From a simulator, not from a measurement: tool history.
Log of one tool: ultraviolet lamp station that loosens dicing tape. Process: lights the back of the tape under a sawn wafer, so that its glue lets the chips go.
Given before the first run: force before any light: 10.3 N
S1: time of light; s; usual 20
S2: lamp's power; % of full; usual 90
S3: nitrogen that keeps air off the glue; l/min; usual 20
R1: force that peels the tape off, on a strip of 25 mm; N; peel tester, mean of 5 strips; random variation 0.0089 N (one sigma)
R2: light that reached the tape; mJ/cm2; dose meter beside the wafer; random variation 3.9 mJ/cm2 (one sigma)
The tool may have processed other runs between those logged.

Run 1, hour 0.0: usual settings. Result: R1 0.372 N, R2 670 mJ/cm2.
Run 2, hour 19.6: usual settings but S1 28 s. Result: R1 0.144 N, R2 940 mJ/cm2.
Run 3, hour 37.5: usual settings but S1 28 s, S2 60 % of full. Result: R1 0.449 N, R2 631 mJ/cm2.
Run 4, hour 55.6: usual settings but S1 28 s, S2 60 % of full. Result: R1 0.440 N, R2 633 mJ/cm2.
Run 5, hour 73.4: usual settings but S1 28 s, S2 60 % of full. Result: R1 0.470 N, R2 633 mJ/cm2.
Run 6, hour 92.6: usual settings but S1 28 s, S2 60 % of full. Result: R1 0.464 N, R2 633 mJ/cm2.
Run 7, hour 107.6: usual settings. Result: R1 0.350 N, R2 682 mJ/cm2.
Run 8, hour 130.6: usual settings. Result: R1 0.376 N, R2 677 mJ/cm2.
Run 9, hour 147.9: usual settings. Result: R1 0.357 N, R2 677 mJ/cm2.
Run 10, hour 165.3: usual settings. Result: R1 0.351 N, R2 675 mJ/cm2.
Run 11, hour 188.6: usual settings but S1 16 s. Result: R1 0.660 N, R2 542 mJ/cm2.
Run 12, hour 202.0: usual settings but S3 6 l/min. Result: R1 1.321 N, R2 678 mJ/cm2.
Run 13, hour 225.9: usual settings but S3 6 l/min. Result: R1 1.340 N, R2 676 mJ/cm2.
Run 14, hour 250.0: usual settings but S3 6 l/min. Result: R1 1.325 N, R2 679 mJ/cm2.
Run 15, hour 276.9: usual settings but S3 6 l/min. Result: R1 1.332 N, R2 684 mJ/cm2.
Run 16, hour 301.1: usual settings but S1 18 s, S3 6 l/min. Result: R1 1.617 N, R2 610 mJ/cm2.
Run 17, hour 313.8: usual settings but S1 18 s, S3 6 l/min. Result: R1 1.631 N, R2 612 mJ/cm2.
Run 18, hour 329.0: usual settings. Result: R1 0.376 N, R2 691 mJ/cm2.
Run 19, hour 352.1: usual settings. Result: R1 0.381 N, R2 685 mJ/cm2.
Run 20, hour 367.9: usual settings. Result: R1 0.370 N, R2 681 mJ/cm2.
Run 21, hour 388.6: usual settings. Result: R1 0.367 N, R2 691 mJ/cm2.
Run 22, hour 403.3: usual settings. Result: R1 0.374 N, R2 686 mJ/cm2.
Run 23, hour 424.6: usual settings. Result: R1 0.368 N, R2 686 mJ/cm2.
Run 24, hour 443.0: usual settings but S1 23 s, S2 71 % of full. Result: R1 0.503 N, R2 629 mJ/cm2.
Run 25, hour 471.2: usual settings but S1 23 s, S2 71 % of full. Result: R1 0.483 N, R2 610 mJ/cm2.
Run 26, hour 490.7: usual settings but S1 13 s, S2 75 % of full, S3 39 l/min. Result: R1 0.953 N, R2 363 mJ/cm2.
Run 27, hour 511.4: usual settings but S1 21 s, S2 78 % of full, S3 8 l/min. Result: R1 1.232 N, R2 617 mJ/cm2.
Run 28, hour 525.9: usual settings but S1 21 s, S2 78 % of full, S3 8 l/min. Result: R1 1.231 N, R2 621 mJ/cm2.
Run 29, hour 543.2: usual settings but S1 21 s, S2 78 % of full, S3 8 l/min. Result: R1 1.226 N, R2 619 mJ/cm2.
Run 30, hour 560.6: usual settings but S1 11 s, S2 93 % of full, S3 7 l/min. Result: R1 3.006 N, R2 386 mJ/cm2.
Run 31, hour 578.0: usual settings but S1 15 s, S2 70 % of full, S3 29 l/min. Result: R1 1.015 N, R2 394 mJ/cm2.
Run 32, hour 591.3: usual settings but S1 27 s. Result: R1 0.167 N, R2 924 mJ/cm2.
Run 33, hour 622.1: usual settings but S1 27 s. Result: R1 0.162 N, R2 917 mJ/cm2.
Run 34, hour 635.7: usual settings but S3 21 l/min. Result: R1 0.348 N, R2 677 mJ/cm2.
Run 35, hour 655.4: usual settings but S3 21 l/min. Result: R1 0.334 N, R2 682 mJ/cm2.
Run 36, hour 669.9: usual settings but S3 23 l/min. Result: R1 0.301 N, R2 680 mJ/cm2.
Run 37, hour 700.3: usual settings but S3 23 l/min. Result: R1 0.314 N, R2 680 mJ/cm2.
Run 38, hour 717.2: usual settings but S3 23 l/min. Result: R1 0.305 N, R2 687 mJ/cm2.
Run 39, hour 748.1: usual settings but S3 23 l/min. Result: R1 0.311 N, R2 686 mJ/cm2.
Run 40, hour 766.3: usual settings but S1 14 s, S3 23 l/min. Result: R1 0.801 N, R2 478 mJ/cm2.
Run 41, hour 793.2: usual settings but S1 29 s, S3 13 l/min. Result: R1 0.223 N, R2 1003 mJ/cm2.
Run 42, hour 812.2: usual settings but S2 78 % of full. Result: R1 0.547 N, R2 595 mJ/cm2.
Run 43, hour 842.2: usual settings but S2 77 % of full. Result: R1 0.571 N, R2 584 mJ/cm2.

The log once held 2 entries between its listed runs, left out of this copy. Where does each go, and what is different about the tool's unlogged condition between the listed run before it and the listed run after it?
From run 24 to run 25: gauge calibrated (hour 470.9)
  drift of the gauge itself on dose_mj_cm2, %: 2.76 -> 0
  measured minus no-state result, R2: +16 -> -1 mJ/cm2
From run 39 to run 40: window cleaned of glue's vapour (hour 753.6)
  light that the window lets through, % of a clean one's: 99.9 -> 100; drift of the gauge itself on dose_mj_cm2, %: 1.73 -> 1.84
  measured minus no-state result, R2: +10 -> +8 mJ/cm2

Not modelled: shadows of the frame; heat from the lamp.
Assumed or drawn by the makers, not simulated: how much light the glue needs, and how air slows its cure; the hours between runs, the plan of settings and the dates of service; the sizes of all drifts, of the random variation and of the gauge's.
